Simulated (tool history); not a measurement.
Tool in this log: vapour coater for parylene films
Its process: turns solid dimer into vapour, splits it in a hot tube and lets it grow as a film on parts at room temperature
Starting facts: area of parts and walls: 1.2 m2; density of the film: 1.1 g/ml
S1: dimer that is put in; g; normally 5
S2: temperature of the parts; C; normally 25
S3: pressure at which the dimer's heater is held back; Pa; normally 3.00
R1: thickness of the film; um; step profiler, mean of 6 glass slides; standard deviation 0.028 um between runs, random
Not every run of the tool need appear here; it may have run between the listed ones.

{"run": 1, "hour": 0.0, "S1": 5, "S2": 25, "S3": 3.0, "R1": 2.01}
{"run": 2, "hour": 66.2, "S1": 5, "S2": 22, "S3": 3.0, "R1": 2.17}
{"hour": 94.8, "done": "trap's valve overhauled"}
{"run": 3, "hour": 103.8, "S1": 5, "S2": 22, "S3": 3.0, "R1": 2.59}
{"run": 4, "hour": 141.6, "S1": 5, "S2": 22, "S3": 3.0, "R1": 2.53}
{"run": 5, "hour": 199.3, "S1": 5, "S2": 25, "S3": 3.0, "R1": 2.23}
{"run": 6, "hour": 253.6, "S1": 5, "S2": 25, "S3": 3.33, "R1": 2.15}
{"run": 7, "hour": 329.4, "S1": 8, "S2": 24, "S3": 4.05, "R1": 3.42}
{"hour": 334.2, "done": "table's thermometer calibrated"}
{"run": 8, "hour": 385.5, "S1": 8, "S2": 24, "S3": 4.05, "R1": 3.23}
{"run": 9, "hour": 419.5, "S1": 5, "S2": 26, "S3": 4.05, "R1": 1.87}

Predict the results of run 10:
{"run": 10, "hour": 498.9, "S1": 5, "S2": 26, "S3": 4.05, "R1": "?"}

Run 10 yielded R1 1.78 um.
Had the tool carried no hidden state, the very same run would have given R1 2.16 um.
